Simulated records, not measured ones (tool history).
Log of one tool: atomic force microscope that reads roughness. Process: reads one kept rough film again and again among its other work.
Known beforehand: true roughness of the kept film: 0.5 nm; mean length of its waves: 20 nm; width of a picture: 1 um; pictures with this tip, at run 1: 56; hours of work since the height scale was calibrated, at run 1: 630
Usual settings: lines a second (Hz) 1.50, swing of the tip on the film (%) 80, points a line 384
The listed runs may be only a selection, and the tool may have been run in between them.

run	hour	lines a second (Hz)	swing of the tip on the film (%)	points a line	pictures with this tip	hours of work since the height scale was calibrated	roughness of the kept film (nm (root mean square))
1	0.0	1.50	80	384	56	630	0.414
2	30.8	1.50	87	384	103	649	0.386
3	54.5	0.81	80	384	139	663	0.427
4	80.9	0.81	80	384	180	679	0.422
# hour 98.8: new tip fitted
5	113.0	1.50	80	384	22	698	0.419
6	137.3	1.50	80	384	59	713	0.411
7	171.1	1.50	80	384	111	734	0.406
8	195.0	1.50	80	384	147	748	0.402
# hour 234.3: new tip fitted
9	234.8	1.50	80	384	1	772	0.419
10	274.8	1.18	74	634	62	796	0.441
11	297.6	2.95	89	674	97	810	0.332
12	318.7	2.95	89	674	129	823	0.326
13	340.3	2.89	75	389	162	836	0.375
# hour 370.1: new tip fitted
14	378.6	2.89	75	389	13	859	0.392
15	408.2	2.89	75	389	58	877	0.386

A few steps of roughness of the kept film (nm (root mean square)) between consecutive runs. Split each: what settings, incoming material and random variation would produce without the hidden state, and what is left over for the hidden state, along with gauge scatter present in only one of the two compared results (measured, and without hidden state):
Unlogged tool condition in this case: radius of the tip, nm; height scale over the true one, %; drift of the gauge itself on roughness_nm, %.
Run 4 -> 5: lines a second (Hz) 0.81 -> 1.50, new tip fitted. roughness of the kept film (nm (root mean square)) -0.003: hidden state +0.019, all else -0.022.
Run 10 -> 11: lines a second (Hz) 1.18 -> 2.95, swing of the tip on the film (%) 74 -> 89, points a line 634 -> 674. roughness of the kept film (nm (root mean square)) -0.109: hidden state -0.001, all else -0.108.
